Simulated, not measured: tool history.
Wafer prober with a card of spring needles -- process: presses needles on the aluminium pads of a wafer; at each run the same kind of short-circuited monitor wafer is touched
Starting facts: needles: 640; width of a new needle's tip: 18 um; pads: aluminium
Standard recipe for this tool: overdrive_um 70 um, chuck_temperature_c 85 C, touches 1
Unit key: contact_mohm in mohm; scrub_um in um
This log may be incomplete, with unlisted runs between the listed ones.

run   hour  overdrive_um  chuck_temperature_c  touches  contact_mohm  scrub_um
  1    0.0            70                   85        1           191     14.97
       9.9  -- tips cleaned on abrasive film
      25.1  -- tips cleaned on abrasive film
  2   35.5            70                   85        1           194     14.97
      40.7  -- tips cleaned on abrasive film
      55.6  -- tips cleaned on abrasive film
  3   55.6            88                   85        1           187     18.82
      70.1  -- tips cleaned on abrasive film
      87.0  -- tips cleaned on abrasive film
  4   87.3            70                   85        1           190     14.98
     103.0  -- tips cleaned on abrasive film
  5  116.7            70                   85        1           192     15.01
     119.6  -- tips cleaned on abrasive film
     136.8  -- tips cleaned on abrasive film
  6  145.3            70                   85        1           189     15.03
     152.3  -- tips cleaned on abrasive film
     166.6  -- tips cleaned on abrasive film
  7  176.2            70                   85        1           191     15.00
     182.2  -- tips cleaned on abrasive film
     197.0  -- tips cleaned on abrasive film
  8  200.1            70                   85        1           190     15.01
     211.7  -- tips cleaned on abrasive film
     226.5  -- tips cleaned on abrasive film
  9  237.0            70                   45        1           185     15.00
     243.5  -- tips cleaned on abrasive film
     257.7  -- tips cleaned on abrasive film
 10  259.4            70                   45        1           185     15.01
     274.9  -- tips cleaned on abrasive film
     289.1  -- tips cleaned on abrasive film
 11  289.1            74                   31        1           179     15.90
     305.8  -- tips cleaned on abrasive film
 12  313.9            77                   90        2           193     16.56
     320.2  -- tips cleaned on abrasive film
     334.8  -- tips cleaned on abrasive film
 13  344.5            77                   29        1           178     16.53
     349.1  -- tips cleaned on abrasive film
 14  361.5            77                   29        1           179     16.53
     364.7  -- tips cleaned on abrasive film
     381.5  -- tips cleaned on abrasive film
     389.9  -- height of the first contact set anew
     396.0  -- tips cleaned on abrasive film
 15  396.0            70                   27        1           177     15.09
     412.5  -- tips cleaned on abrasive film
 16  418.1            70                   27        1           181     15.06
     428.2  -- tips cleaned on abrasive film
     444.0  -- tips cleaned on abrasive film
 17  450.6            63                   27        2           179     13.57
     460.5  -- tips cleaned on abrasive film
     474.9  -- tips cleaned on abrasive film
 18  477.8            64                   27        2           181     13.78
     489.6  -- tips cleaned on abrasive film
 19  494.4            64                   27        2           179     13.76
     505.2  -- tips cleaned on abrasive film
     520.9  -- tips cleaned on abrasive film
 20  520.9            61                   54        2           189     13.12

Some steps in scrub_um, run to run, broken into two amounts with sign: the step expected even without the hidden condition (settings, incoming material, random variation), and the rest, left for the hidden condition together with whatever gauge scatter is not in both the measured and the hidden-condition-free result:
Hidden state present: debris on the tips, nm; way that the needles fall short of the set height, um; tips' diameter, um; drift of the gauge itself on contact_mohm, %; drift of the gauge itself on scrub_um, %.
Run 1 -> 2: tips cleaned on abrasive film, tips cleaned on abrasive film. scrub_um +0.00 um: hidden state +0.01, all else -0.01.
Run 2 -> 3: overdrive_um 70 -> 88, tips cleaned on abrasive film, tips cleaned on abrasive film. scrub_um +3.85 um: hidden state +0.00, all else +3.85.
Run 3 -> 4: overdrive_um 88 -> 70, tips cleaned on abrasive film, tips cleaned on abrasive film. scrub_um -3.84 um: hidden state +0.01, all else -3.85.
